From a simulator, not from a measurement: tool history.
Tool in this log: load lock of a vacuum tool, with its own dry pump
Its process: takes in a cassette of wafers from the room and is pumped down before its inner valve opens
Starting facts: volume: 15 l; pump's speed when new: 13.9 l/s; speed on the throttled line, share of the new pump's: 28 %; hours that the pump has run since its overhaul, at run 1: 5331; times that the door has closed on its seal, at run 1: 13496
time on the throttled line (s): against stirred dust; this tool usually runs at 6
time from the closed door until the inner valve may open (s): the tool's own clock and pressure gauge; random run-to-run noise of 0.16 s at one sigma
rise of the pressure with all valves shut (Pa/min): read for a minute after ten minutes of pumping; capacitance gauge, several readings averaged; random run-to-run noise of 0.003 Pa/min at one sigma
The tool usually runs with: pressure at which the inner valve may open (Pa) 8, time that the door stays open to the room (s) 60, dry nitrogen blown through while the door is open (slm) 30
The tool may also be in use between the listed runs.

| run | hour | time on the throttled line (s) | pressure at which the inner valve may open (Pa) | time that the door stays open to the room (s) | dry nitrogen blown through while the door is open (slm) | hours that the pump has run since its overhaul | times that the door has closed on its seal | incoming humidity of the room's air, % | time from the closed door until the inner valve may open (s) | rise of the pressure with all valves shut (Pa/min) |
|---|---|---|---|---|---|---|---|---|---|---|
| 1 | 0.0 | 6 | 8 | 60 | 30 | 5331 | 13496 | 48.9 | 15.1 | 0.126 |
| 2 | 100.7 | 6 | 8 | 60 | 30 | 5432 | 13824 | 44.8 | 15.0 | 0.134 |
| 3 | 208.0 | 6 | 8 | 60 | 30 | 5539 | 14174 | 45.5 | 14.9 | 0.141 |
| 4 | 315.7 | 6 | 10 | 60 | 30 | 5647 | 14524 | 46.5 | 14.8 | 0.146 |
| 5 | 385.5 | 6 | 10 | 60 | 30 | 5716 | 14752 | 44.7 | 14.7 | 0.146 |
| 6 | 489.1 | 6 | 8 | 230 | 30 | 5820 | 15090 | 46.0 | 15.0 | 0.230 |
| 7 | 547.9 | 6 | 8 | 230 | 30 | 5879 | 15281 | 46.5 | 14.9 | 0.221 |
| 8 | 627.6 | 6 | 10 | 60 | 30 | 5959 | 15541 | 41.2 | 14.4 | 0.147 |
| 9 | 675.5 | 6 | 8 | 60 | 30 | 6007 | 15697 | 45.7 | 14.9 | 0.150 |
| 10 | 773.6 | 6 | 8 | 60 | 30 | 6105 | 16017 | 46.5 | 15.1 | 0.150 |
| 11 | 838.9 | 6 | 8 | 60 | 35 | 6170 | 16229 | 42.2 | 14.8 | 0.145 |
| 12 | 938.5 | 6 | 8 | 60 | 35 | 6269 | 16554 | 49.4 | 15.0 | 0.161 |
| 13 | 1050.2 | 6 | 8 | 60 | 35 | 6381 | 16918 | 45.4 | 15.1 | 0.155 |
| 14 | 1105.2 | 6 | 8 | 60 | 35 | 6436 | 17097 | 38.8 | 15.0 | 0.153 |
| 15 | 1175.0 | 6 | 8 | 60 | 35 | 6506 | 17324 | 44.1 | 15.0 | 0.162 |
| 16 | 1269.2 | 6 | 8 | 60 | 30 | 6600 | 17631 | 44.1 | 15.0 | 0.161 |
| 17 | 1351.0 | 6 | 8 | 60 | 30 | 6682 | 17898 | 45.2 | 14.9 | 0.173 |
| 18 | 1440.1 | 11 | 8 | 60 | 30 | 6771 | 18188 | 44.1 | 18.9 | 0.171 |
| 19 | 1518.9 | 11 | 8 | 60 | 30 | 6850 | 18445 | 45.0 | 18.5 | 0.178 |
| 20 | 1581.1 | 11 | 8 | 60 | 30 | 6912 | 18648 | 42.8 | 18.6 | 0.171 |
| 21 | 1688.9 | 11 | 8 | 60 | 30 | 7020 | 18999 | 44.2 | 18.5 | 0.179 |
| 22 | 1771.8 | 9 | 14 | 27 | 28 | 7103 | 19269 | 42.6 | 16.5 | 0.155 |
| 23 | 1847.7 | 9 | 14 | 27 | 28 | 7179 | 19516 | 49.4 | 16.8 | 0.165 |
| 24 | 1926.7 | 9 | 14 | 27 | 28 | 7258 | 19774 | 44.8 | 16.6 | 0.168 |
| 25 | 1989.1 | 6 | 8 | 92 | 9 | 7320 | 19977 | 42.7 | 15.2 | 0.229 |
| 26 | 2072.8 | 6 | 8 | 92 | 9 | 7404 | 20250 | 44.7 | 15.1 | 0.241 |
| 27 | 2167.6 | 6 | 8 | 52 | 33 | 7499 | 20559 | 47.2 | 15.3 | 0.192 |
| 28 | 2214.2 | 4 | 7 | 90 | 30 | 7545 | 20710 | 43.8 | 13.8 | 0.203 |
| 29 | 2280.7 | 4 | 13 | 100 | 14 | 7612 | 20927 | 45.2 | 13.1 | 0.234 |
| 30 | 2360.5 | 4 | 11 | 44 | 14 | 7691 | 21187 | 45.0 | 13.3 | 0.210 |
| 31 | 2435.0 | 8 | 12 | 60 | 30 | 7766 | 21430 | 45.1 | 15.9 | 0.202 |
| 32 | 2538.5 | 8 | 12 | 60 | 30 | 7870 | 21767 | 44.3 | 16.1 | 0.203 |
| 33 | 2643.8 | 8 | 14 | 60 | 30 | 7975 | 22110 | 48.4 | 15.8 | 0.213 |
| 34 | 2697.8 | 8 | 14 | 60 | 30 | 8029 | 22286 | 45.9 | 15.8 | 0.213 |
| 35 | 2788.4 | 6 | 14 | 60 | 30 | 8119 | 22581 | 42.3 | 14.3 | 0.204 |
| 36 | 2854.7 | 6 | 10 | 163 | 10 | 8186 | 22797 | 43.4 | 15.0 | 0.301 |

For some of the steps in time from the closed door until the inner valve may open (s) from one run to the next: how much would appear even if the tool had no hidden state, given the settings, what came in and random variation, and how much remains for the hidden state plus any gauge scatter that the measured result and the result without hidden state don't share?
The tool's hidden condition here consists of: pump's speed, % of a new pump's; leak at the door's seal, Pa l/s; drift of the gauge itself on ready_s, %; drift of the gauge itself on rise_pa_min, %.
Run 8 -> 9: pressure at which the inner valve may open (Pa) 10 -> 8. time from the closed door until the inner valve may open (s) +0.5: hidden state +0.1, all else +0.4.
Run 13 -> 14: no setting touched and nothing written in the log between the runs. time from the closed door until the inner valve may open (s) -0.1: hidden state -0.1, all else +0.0.
Run 14 -> 15: no setting touched and nothing written in the log between the runs. time from the closed door until the inner valve may open (s) +0.0: hidden state +0.1, all else -0.1.
Run 17 -> 18: time on the throttled line (s) 6 -> 11. time from the closed door until the inner valve may open (s) +4.0: hidden state -0.1, all else +4.1.
Run 21 -> 22: time on the throttled line (s) 11 -> 9, pressure at which the inner valve may open (Pa) 8 -> 14, time that the door stays open to the room (s) 60 -> 27, dry nitrogen blown through while the door is open (slm) 30 -> 28. time from the closed door until the inner valve may open (s) -2.0: hidden state +0.0, all else -2.0.
Run 30 -> 31: time on the throttled line (s) 4 -> 8, pressure at which the inner valve may open (Pa) 11 -> 12, time that the door stays open to the room (s) 44 -> 60, dry nitrogen blown through while the door is open (slm) 14 -> 30. time from the closed door until the inner valve may open (s) +2.6: hidden state -0.1, all else +2.7.

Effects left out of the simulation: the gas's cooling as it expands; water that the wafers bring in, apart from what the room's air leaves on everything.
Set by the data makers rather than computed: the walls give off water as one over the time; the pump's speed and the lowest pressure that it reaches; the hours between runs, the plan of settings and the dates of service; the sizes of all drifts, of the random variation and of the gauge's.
